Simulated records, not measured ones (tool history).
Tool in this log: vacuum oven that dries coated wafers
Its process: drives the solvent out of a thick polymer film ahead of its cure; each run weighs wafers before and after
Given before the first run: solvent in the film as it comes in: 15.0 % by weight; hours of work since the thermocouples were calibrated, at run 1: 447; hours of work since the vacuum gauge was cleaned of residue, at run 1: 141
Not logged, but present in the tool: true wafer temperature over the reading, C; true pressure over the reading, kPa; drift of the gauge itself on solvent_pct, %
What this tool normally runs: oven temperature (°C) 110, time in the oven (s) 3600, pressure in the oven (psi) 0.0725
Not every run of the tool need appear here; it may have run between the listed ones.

run   hour  oven temperature (°C)  time in the oven (s)  pressure in the oven (psi)  hours of work since the thermocouples were calibrated  hours of work since the vacuum gauge was cleaned of residue  solvent left in the film (%)
  1      0                    110                  3600                      0.0725                                                    447                                                          141                          3.01
  2   11.3                    110                  3600                      0.0725                                                    452                                                          147                          3.07
  3   22.1                    110                  3600                      0.1063                                                    458                                                          152                          3.11
  4   32.8                    110                  3600                      0.1063                                                    463                                                          157                          3.19
  5   43.8                    110                  3600                      0.0725                                                    468                                                          162                          3.17
  6   55.1                    110                  3600                      0.0725                                                    474                                                          168                          3.11
  7   62.1                    110                  3600                      0.0725                                                    477                                                          171                          3.02
  8   68.1                    110                  3600                      0.0725                                                    480                                                          174                          3.12
  9   80.3                    110                  3600                      0.0725                                                    486                                                          180                           3.1
 10     88                    110                  3600                      0.0725                                                    490                                                          184                          3.04
 11   96.4                    110                  3600                      0.0725                                                    494                                                          188                          3.08
 12  106.1                    110                  6240                      0.0725                                                    498                                                          193                          1.21
 13  119.8                    110                  6240                      0.0725                                                    505                                                          199                          1.31
 14  126.1                    110                  6240                      0.0725                                                    508                                                          202                          1.26
 15  137.6                    110                  3600                      0.0725                                                    514                                                          208                          3.07
 16  146.9                    110                  3600                      0.0725                                                    518                                                          212                          3.08
 17  158.2                    110                  3600                      0.0725                                                    524                                                          218                          3.08
 18  167.4                    110                  3600                      0.0725                                                    528                                                          222                          3.04
 19  178.9                    119                  3540                      0.1002                                                    534                                                          228                          1.98
 20  192.4                     95                  4440                      0.1442                                                    540                                                          235                           5.1
 21  201.6                     95                  4440                      0.1442                                                    545                                                          239                          5.05
 22  208.1                    110                  2220                      0.0725                                                    548                                                          242                          5.15
 23  221.1                     99                  3960                       0.168                                                    554                                                          249                          4.84
 24  230.6                     99                  3960                       0.168                                                    559                                                          253                          4.73
 25  241.9                    111                  5760                       0.168                                                    564                                                          259                          1.71
 26  253.2                    111                  5460                       0.168                                                    570                                                          264                          1.76
 27  265.8                    111                  5460                       0.168                                                    576                                                          270                          1.85
 28  279.7                    111                  5460                       0.168                                                    583                                                          277                          1.73
 29  286.4                    110                  2820                      0.2788                                                    586                                                          280                           4.6
 30  295.7                    110                  2820                      0.2788                                                    590                                                          285                          4.62
 31  303.3                    110                  2820                      0.2788                                                    594                                                          288                          4.64
 32  309.1                    113                  3240                      0.2123                                                    597                                                          291                          3.44

Run 33 is up next; what results do you expect?
 33  321.7                    102                  3600                      0.1796                                                    603                                                          297                             ?

solvent left in the film (%): 4.75
With no hidden state in the tool, this same run would have given solvent left in the film (%) 4.57.
